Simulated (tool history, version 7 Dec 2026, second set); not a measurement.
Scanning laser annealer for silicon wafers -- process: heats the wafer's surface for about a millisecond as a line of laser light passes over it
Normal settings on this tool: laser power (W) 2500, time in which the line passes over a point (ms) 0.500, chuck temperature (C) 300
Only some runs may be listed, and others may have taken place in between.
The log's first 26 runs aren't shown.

run	hour	laser power (W)	time in which the line passes over a point (ms)	chuck temperature (C)	highest temperature of the surface (C)
27	192.0	2239	0.500	327	968
28	199.9	2294	0.500	278	933
29	208.6	2294	0.500	278	933
30	218.8	2294	0.359	286	826
31	223.6	2437	0.386	287	886
32	228.6	2324	0.357	300	846
33	236.6	2666	0.552	264	1069
34	247.0	2666	0.552	264	1071
35	255.1	2192	0.550	264	921
36	264.2	2268	0.550	291	973
37	269.0	2606	0.481	318	1046
38	275.4	2681	0.500	303	1069
39	280.3	2363	0.500	313	982
40	291.0	2363	0.500	313	987
41	298.0	2227	0.610	301	1010

Alternative continuations, all from the tool just after run 41; predict every row:
A	306.9	2327	0.356	339	?
B	306.9	2647	0.500	300	?
C	306.9	2713	0.380	319	?
D	306.9	2500	0.617	288	?

run	highest temperature of the surface (C)
A	884
B	1056
C	978
D	1090
Take away the tool's hidden state, keep each run's random variation, and the runs would have read:
run	highest temperature of the surface (C)
A	899
B	1076
C	996
D	1112
